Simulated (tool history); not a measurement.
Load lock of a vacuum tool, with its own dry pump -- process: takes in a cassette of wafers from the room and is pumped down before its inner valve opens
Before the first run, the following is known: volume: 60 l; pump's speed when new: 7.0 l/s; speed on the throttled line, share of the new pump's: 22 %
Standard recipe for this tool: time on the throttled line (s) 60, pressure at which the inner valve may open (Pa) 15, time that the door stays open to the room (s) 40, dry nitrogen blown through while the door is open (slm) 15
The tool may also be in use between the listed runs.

run	hour	time on the throttled line (s)	pressure at which the inner valve may open (Pa)	time that the door stays open to the room (s)	dry nitrogen blown through while the door is open (slm)	incoming humidity of the room's air, %	time from the closed door until the inner valve may open (s)	rise of the pressure with all valves shut (Pa/min)
1	0.0	60	15	40	15	46.8	126.7	0.208
2	59.7	45	15	40	15	46.7	115.8	0.203
3	126.8	45	15	40	15	44.2	115.6	0.205
4	178.7	100	15	40	15	44.0	159.2	0.204
5	235.9	60	17	40	15	44.5	124.7	0.211
6	299.7	60	17	40	15	43.9	126.7	0.206
7	376.1	60	17	40	15	45.6	126.6	0.217
8	422.9	60	17	40	15	45.4	126.8	0.215
9	482.1	60	17	40	15	43.9	125.6	0.218
10	528.4	60	17	40	15	43.2	126.7	0.219
11	606.9	60	15	40	5	45.8	128.3	0.228
12	676.8	60	15	40	5	45.3	127.6	0.228
13	745.3	60	15	40	5	45.2	128.3	0.232
14	825.7	60	24	40	12	41.2	124.2	0.231
15	917.7	60	24	40	12	43.0	124.7	0.234
16	991.8	103	28	40	5	46.4	155.1	0.248
17	1077.0	60	16	92	15	45.0	127.1	0.248
18	1132.0	60	16	92	23	44.4	126.5	0.250
19	1175.4	32	15	40	15	44.7	107.7	0.250
20	1269.5	107	15	40	23	45.3	164.6	0.244
21	1309.7	52	26	40	5	48.0	116.9	0.259
22	1366.8	60	12	40	39	45.9	130.6	0.243
23	1453.7	97	15	29	16	42.4	157.6	0.251
24	1516.3	97	15	29	16	43.4	159.3	0.260
25	1596.2	69	12	29	16	44.7	138.2	0.261

5 ways to go on from here, each from the tool as it stands after run 25. What would each give?
A	1676.4	31	12	29	16	40.3	?	?
B	1676.4	69	12	136	8	43.1	?	?
C	1676.4	60	17	40	15	47.4	?	?
D	1676.4	69	15	29	16	46.8	?	?
E	1676.4	69	17	173	16	46.1	?	?

run	time from the closed door until the inner valve may open (s)	rise of the pressure with all valves shut (Pa/min)
A	109.0	0.261
B	138.4	0.293
C	127.9	0.260
D	138.2	0.264
E	134.1	0.290
With no hidden state in the tool, these same runs would have given:
run	time from the closed door until the inner valve may open (s)	rise of the pressure with all valves shut (Pa/min)
A	102.9	0.031
B	133.0	0.062
C	122.4	0.033
D	132.9	0.033
E	129.0	0.058

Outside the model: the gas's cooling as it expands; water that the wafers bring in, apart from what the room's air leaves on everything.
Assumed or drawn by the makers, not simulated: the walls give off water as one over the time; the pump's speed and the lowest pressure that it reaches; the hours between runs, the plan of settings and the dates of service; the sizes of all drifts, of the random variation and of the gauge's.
